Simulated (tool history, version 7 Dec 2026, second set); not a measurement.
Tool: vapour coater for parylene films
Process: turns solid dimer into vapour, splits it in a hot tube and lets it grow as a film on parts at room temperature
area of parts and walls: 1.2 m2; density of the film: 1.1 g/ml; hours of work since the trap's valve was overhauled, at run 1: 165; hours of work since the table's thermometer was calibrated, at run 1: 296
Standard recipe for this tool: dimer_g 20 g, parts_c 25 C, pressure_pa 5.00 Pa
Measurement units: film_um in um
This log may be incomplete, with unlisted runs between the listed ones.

| run | hour | dimer_g | parts_c | pressure_pa | hours of work since the trap's valve was overhauled | hours of work since the table's thermometer was calibrated | film_um |
|---|---|---|---|---|---|---|---|
| 1 | 0.0 | 20 | 25 | 5.00 | 165 | 296 | 10.65 |
| 2 | 20.8 | 20 | 25 | 5.00 | 178 | 309 | 10.63 |
| 3 | 43.6 | 20 | 25 | 5.00 | 193 | 323 | 10.50 |
| 4 | 54.4 | 20 | 26 | 5.00 | 199 | 330 | 10.11 |
| 5 | 65.0 | 20 | 26 | 5.00 | 206 | 337 | 10.40 |
| 6 | 85.2 | 20 | 26 | 5.00 | 219 | 349 | 10.14 |
| 7 | 108.5 | 20 | 26 | 5.00 | 233 | 364 | 10.21 |
| 8 | 128.3 | 20 | 26 | 5.00 | 246 | 376 | 10.22 |
| 9 | 149.2 | 22 | 25 | 10.24 | 259 | 390 | 10.83 |
| 10 | 169.4 | 20 | 22 | 5.17 | 271 | 402 | 11.58 |
| 11 | 183.6 | 12 | 25 | 5.00 | 280 | 411 | 6.37 |
| 12 | 194.9 | 30 | 25 | 5.00 | 287 | 418 | 15.52 |
| 13 | 214.8 | 20 | 26 | 9.45 | 300 | 431 | 9.63 |

Below are 3 alternative next runs, each starting from the tool's condition after run 13. Predict each:
| A | 235.6 | 14 | 25 | 4.94 | 313 | 444 | ? |
| B | 235.6 | 20 | 25 | 5.00 | 313 | 444 | ? |
| C | 235.6 | 12 | 26 | 2.68 | 313 | 444 | ? |

| run | film_um |
|---|---|
| A | 7.32 |
| B | 10.19 |
| C | 6.44 |
Without the tool's hidden state the same runs would have given:
| run | film_um |
|---|---|
| A | 7.69 |
| B | 10.71 |
| C | 6.76 |

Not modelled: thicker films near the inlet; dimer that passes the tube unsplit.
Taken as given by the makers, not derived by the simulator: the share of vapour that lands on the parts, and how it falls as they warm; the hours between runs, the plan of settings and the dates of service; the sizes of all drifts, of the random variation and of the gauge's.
